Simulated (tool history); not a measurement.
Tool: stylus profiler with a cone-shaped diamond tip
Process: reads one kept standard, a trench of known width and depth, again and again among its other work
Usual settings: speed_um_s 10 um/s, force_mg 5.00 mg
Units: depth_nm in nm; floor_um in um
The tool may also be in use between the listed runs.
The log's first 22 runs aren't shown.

| run | hour | speed_um_s | force_mg | scans with this tip | hours of work since the height scale was calibrated | depth_nm | floor_um |
|---|---|---|---|---|---|---|---|
| 23 | 1362.8 | 10 | 5.00 | 9657 | 283 | 205.34 | 27.53 |
| 24 | 1434.8 | 10 | 5.00 | 9922 | 316 | 205.39 | 27.50 |
| 25 | 1499.0 | 2 | 6.75 | 10158 | 346 | 206.46 | 27.43 |
| 26 | 1549.9 | 2 | 6.75 | 10345 | 370 | 206.52 | 27.50 |
| 27 | 1606.9 | 4 | 2.77 | 10555 | 396 | 203.75 | 27.47 |
| 28 | 1684.8 | 3 | 2.77 | 10842 | 433 | 203.73 | 27.47 |
| 29 | 1753.6 | 3 | 2.77 | 11095 | 465 | 203.78 | 27.50 |
| 30 | 1824.7 | 3 | 5.74 | 11357 | 498 | 205.92 | 27.43 |
| 31 | 1889.6 | 26 | 4.95 | 11595 | 528 | 205.36 | 27.37 |
| 32 | 1966.7 | 26 | 4.95 | 11879 | 564 | 205.45 | 27.30 |
| 33 | 2039.9 | 10 | 2.29 | 12148 | 598 | 203.41 | 27.39 |
| 34 | 2107.6 | 17 | 14.01 | 12397 | 629 | 210.59 | 27.36 |
| 35 | 2185.7 | 2 | 7.99 | 12685 | 665 | 207.41 | 27.39 |
| 36 | 2246.1 | 16 | 2.32 | 12907 | 694 | 203.47 | 27.26 |
| 37 | 2315.7 | 22 | 3.49 | 13163 | 726 | 204.47 | 27.26 |
| 38 | 2347.9 | 10 | 3.56 | 13282 | 741 | 204.52 | 27.29 |
| 39 | 2398.3 | 10 | 3.56 | 13467 | 764 | 204.49 | 27.32 |

Run 40 comes next. What will it give?
| 40 | 2445.0 | 10 | 4.59 | 13639 | 786 | ? | ? |

{"run 40": {"depth_nm": 205.3, "floor_um": 27.32}}
Without the tool's hidden state the same run would have given depth_nm 204.83 nm, floor_um 28.02 um.
